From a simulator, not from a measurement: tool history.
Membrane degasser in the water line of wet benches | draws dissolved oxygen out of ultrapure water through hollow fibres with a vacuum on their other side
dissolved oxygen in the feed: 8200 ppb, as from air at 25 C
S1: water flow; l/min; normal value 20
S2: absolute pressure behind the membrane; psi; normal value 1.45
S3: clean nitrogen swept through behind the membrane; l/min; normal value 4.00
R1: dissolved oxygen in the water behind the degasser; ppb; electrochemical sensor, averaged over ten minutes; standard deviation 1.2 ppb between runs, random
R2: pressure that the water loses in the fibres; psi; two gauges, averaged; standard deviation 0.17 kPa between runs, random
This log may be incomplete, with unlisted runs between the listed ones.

run	hour	S1	S2	S3	R1	R2
1	0.0	20	1.45	4.00	124.0	4.186
2	35.3	20	1.65	4.00	140.1	4.200
3	93.0	20	1.65	4.00	138.7	4.241
4	152.8	20	1.65	4.00	137.4	4.241
5	192.0	20	1.45	4.00	122.6	4.183
6	222.9	20	1.45	4.00	123.2	4.209
7	265.1	20	1.45	4.00	123.5	4.223
8	322.8	20	1.45	4.00	123.3	4.168
9	367.9	20	1.60	4.00	133.7	4.202
10	413.8	20	1.60	4.00	134.9	4.168
11	474.3	20	2.28	4.00	188.6	4.238
12	510.4	20	2.28	4.00	190.8	4.223
13	542.6	20	2.28	4.00	189.8	4.192
14	581.5	20	1.17	9.05	68.6	4.209
15	637.4	20	1.17	9.05	67.5	4.242
16	669.5	19	1.80	2.32	214.3	4.057
# hour 675.3: vacuum gauge calibrated
17	696.0	13	1.45	6.94	47.9	2.756
18	738.9	13	1.45	2.96	88.1	2.737
19	800.0	30	1.45	5.56	182.3	6.354
20	855.0	30	1.45	5.56	178.8	6.412
21	883.2	14	1.45	4.00	78.5	2.966
22	921.7	14	1.45	4.00	78.6	2.991

For run 23, what comes out?
# hour 933.9: vacuum gauge calibrated, once more
23	958.5	20	1.45	1.95	?	?

{"run 23": {"R1": 206.1, "R2": 4.254}}
The same run, on a tool lacking any hidden state, would have yielded R1 201.7 ppb, R2 4.205 psi.
